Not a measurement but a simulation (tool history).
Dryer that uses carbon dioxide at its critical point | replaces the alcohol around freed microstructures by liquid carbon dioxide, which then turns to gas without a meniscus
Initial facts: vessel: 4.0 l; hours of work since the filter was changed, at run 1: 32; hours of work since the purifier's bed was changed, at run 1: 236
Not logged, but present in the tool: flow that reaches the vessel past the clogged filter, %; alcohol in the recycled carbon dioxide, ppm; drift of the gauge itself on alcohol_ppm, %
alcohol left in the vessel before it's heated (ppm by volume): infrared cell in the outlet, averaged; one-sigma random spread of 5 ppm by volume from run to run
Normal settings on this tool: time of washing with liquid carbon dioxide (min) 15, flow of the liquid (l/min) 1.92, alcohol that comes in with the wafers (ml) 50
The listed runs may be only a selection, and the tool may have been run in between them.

run,hour,time of washing with liquid carbon dioxide (min),flow of the liquid (l/min),alcohol that comes in with the wafers (ml),hours of work since the filter was changed,hours of work since the purifier's bed was changed,alcohol left in the vessel before it's heated (ppm by volume)
1,0,15,1.92,50,32,236,45
2,13.2,15,1.92,50,41,246,48
3,27.1,15,1.92,50,51,256,57
4,41.7,15,1.92,50,62,266,44
5,55.2,15,1.92,50,71,276,39
6,76.5,15,2.39,50,87,291,37
7,90.4,15,2.39,50,97,301,46
8,113.5,15,2.39,50,114,318,47
9,122.9,15,2.39,50,120,325,50
10,135.4,15,1.92,50,129,334,61
11,158.3,15,1.92,50,146,351,66
12,178.1,15,1.92,50,160,365,64
13,188.7,11,1.44,102,168,373,680
14,211.6,11,1.44,102,185,389,673

The next listed run, before its measurement:
15,226.2,15,1.92,50,195,400,?

For run 15 the tool returned alcohol left in the vessel before it's heated (ppm by volume) 66.
With no hidden state in the tool, this same run would have given alcohol left in the vessel before it's heated (ppm by volume) 13.
